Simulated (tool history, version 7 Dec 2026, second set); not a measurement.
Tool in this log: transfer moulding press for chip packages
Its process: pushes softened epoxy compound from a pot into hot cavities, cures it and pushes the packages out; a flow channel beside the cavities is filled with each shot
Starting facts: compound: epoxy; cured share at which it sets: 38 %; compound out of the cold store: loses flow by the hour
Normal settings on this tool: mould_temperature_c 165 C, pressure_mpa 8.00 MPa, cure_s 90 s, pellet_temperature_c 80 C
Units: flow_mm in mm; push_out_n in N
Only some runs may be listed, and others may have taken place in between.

run	hour	mould_temperature_c	pressure_mpa	cure_s	pellet_temperature_c	incoming compound's hours out of the cold store	flow_mm	push_out_n
1	0.0	165	8.00	90	80	26.4	873	232
# hour 71.7: cavities cleaned with cleaning compound and waxed
2	96.7	165	8.00	90	80	37.8	823	242
# hour 145.2: cavities cleaned with cleaning compound and waxed
3	174.6	165	8.00	90	78	30.9	844	249
# hour 221.9: cavities cleaned with cleaning compound and waxed
# hour 260.6: plunger's sealing rings changed
4	263.4	165	8.00	90	80	31.3	868	241
# hour 298.3: cavities cleaned with cleaning compound and waxed
5	325.4	165	8.00	90	80	37.6	843	238
# hour 372.0: cavities cleaned with cleaning compound and waxed
6	414.9	157	8.00	90	80	45.4	826	381
# hour 448.9: cavities cleaned with cleaning compound and waxed
7	471.2	157	8.00	90	80	12.2	958	456
# hour 482.5: mould's thermocouples calibrated
# hour 526.3: cavities cleaned with cleaning compound and waxed
8	527.8	157	8.00	90	80	43.4	841	383
# hour 598.1: cavities cleaned with cleaning compound and waxed
9	598.1	157	8.00	90	80	17.3	947	422
# hour 614.9: plunger's sealing rings changed
10	651.3	170	8.00	87	76	46.7	783	204
# hour 676.5: cavities cleaned with cleaning compound and waxed
11	730.1	170	8.00	87	76	27.6	855	208
# hour 755.8: cavities cleaned with cleaning compound and waxed
# hour 833.0: cavities cleaned with cleaning compound and waxed
12	833.0	158	9.81	85	82	17.5	1039	446
# hour 908.9: cavities cleaned with cleaning compound and waxed
13	909.6	166	9.60	90	80	32.7	943	225

Estimate the outcome of run 14 from the log above:
# hour 964.5: plunger's sealing rings changed
# hour 985.2: cavities cleaned with cleaning compound and waxed
14	1008.1	166	9.56	90	80	40.8	?	?

flow_mm: 893 mm
push_out_n: 226 N
Minus the tool's unlogged condition, the same run would have read flow_mm 893 mm, push_out_n 224 N.
